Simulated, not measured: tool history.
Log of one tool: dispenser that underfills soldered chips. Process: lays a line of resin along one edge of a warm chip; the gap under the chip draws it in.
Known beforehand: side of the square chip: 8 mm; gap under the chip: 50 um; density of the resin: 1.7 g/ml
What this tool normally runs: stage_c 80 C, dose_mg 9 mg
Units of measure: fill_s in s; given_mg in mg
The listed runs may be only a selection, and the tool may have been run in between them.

| run | hour | stage_c | dose_mg | fill_s | given_mg |
|---|---|---|---|---|---|
| 1 | 0 | 80 | 9 | 114.9 | 8.46 |
|  | 3.2 | new syringe of resin |
| 2 | 5.2 | 80 | 9 | 91.3 | 8.46 |
| 3 | 10.9 | 80 | 9 | 103.2 | 8.52 |
|  | 18.5 | new syringe of resin |
| 4 | 18.5 | 80 | 10.91 | 83.8 | 10.13 |
| 5 | 26.5 | 80 | 10.91 | 99.7 | 10.11 |
|  | 34 | new syringe of resin |
| 6 | 34.7 | 86 | 9.84 | 68.9 | 9.2 |
| 7 | 42.4 | 83 | 7.64 | 95.8 | 7.22 |
|  | 49.7 | new syringe of resin |
| 8 | 51.8 | 83 | 7.64 | 81.8 | 7.02 |
| 9 | 61.9 | 80 | 7.9 | 114.8 | 7.23 |
|  | 65.1 | new syringe of resin |
| 10 | 72.2 | 80 | 7.9 | 102.9 | 7.07 |

Consider 5 possible next runs. They are alternatives, not a sequence: every one starts from the tool as it was left by run 10. What does each give?
| A | 78.5 | 80 | 9.44 | ? | ? |
| B | 78.5 | 76 | 9.12 | ? | ? |
| C | 78.5 | 88 | 11.6 | ? | ? |
| D | 78.5 | 80 | 9.07 | ? | ? |
| E | 78.5 | 80 | 11.65 | ? | ? |

| run | fill_s | given_mg |
|---|---|---|
| A | 111.9 | 8.43 |
| B | 133.9 | 8.24 |
| C | 83 | 10.57 |
| D | 114.6 | 8.25 |
| E | 110.9 | 10.59 |
What these runs would have given with no unlogged condition in the tool:
| run | fill_s | given_mg |
|---|---|---|
| A | 81.8 | 9.26 |
| B | 98 | 9.05 |
| C | 61 | 11.6 |
| D | 83.7 | 9.05 |
| E | 81.9 | 11.63 |

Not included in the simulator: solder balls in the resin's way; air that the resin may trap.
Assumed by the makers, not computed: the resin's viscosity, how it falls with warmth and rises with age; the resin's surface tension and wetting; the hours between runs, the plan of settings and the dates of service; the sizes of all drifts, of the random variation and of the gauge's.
